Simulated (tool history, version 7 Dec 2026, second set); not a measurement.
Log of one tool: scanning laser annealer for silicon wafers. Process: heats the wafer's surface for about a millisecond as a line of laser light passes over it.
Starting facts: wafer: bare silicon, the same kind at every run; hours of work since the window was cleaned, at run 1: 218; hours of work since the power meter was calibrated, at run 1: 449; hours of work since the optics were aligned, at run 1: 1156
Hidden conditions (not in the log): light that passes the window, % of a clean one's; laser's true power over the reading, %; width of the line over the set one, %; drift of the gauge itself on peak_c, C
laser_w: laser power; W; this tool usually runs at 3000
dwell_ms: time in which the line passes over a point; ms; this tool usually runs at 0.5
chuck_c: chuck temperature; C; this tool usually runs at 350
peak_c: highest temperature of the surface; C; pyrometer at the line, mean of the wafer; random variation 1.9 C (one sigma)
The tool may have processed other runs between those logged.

run,day,laser_w,dwell_ms,chuck_c,hours of work since the window was cleaned,hours of work since the power meter was calibrated,hours of work since the optics were aligned,peak_c
1,0,3000,0.5,350,218,449,1156,1080
2,1.25,3000,0.487,350,231,463,1170,1075
3,3.012,3000,0.487,350,251,482,1189,1071
4,5.308,3000,0.487,350,276,507,1214,1067
5,6.862,3000,0.487,350,293,524,1231,1067
6,7.979,3000,0.487,350,305,536,1243,1060
# day 8.288: window over the wafer cleaned
7,9.542,3000,0.351,350,14,553,1259,949
8,11.229,3000,0.351,350,32,571,1278,950
9,12.521,3000,0.351,350,46,585,1292,944
10,14.475,2940,0.462,313,68,606,1313,971
# day 15.508: window over the wafer cleaned, once more
11,17.033,2940,0.462,313,17,633,1340,1028
12,18.967,2961,0.597,360,38,655,1361,1163

Forecast each of these 3 alternatives for the next run:
A,20.054,2773,0.51,350,50,666,1373,?
B,20.054,3077,0.363,360,50,666,1373,?
C,20.054,2963,0.597,360,50,666,1373,?

run,peak_c
A,1036
B,1025
C,1166
With no hidden state in the tool, these same runs would have given:
run,peak_c
A,1054
B,1042
C,1187
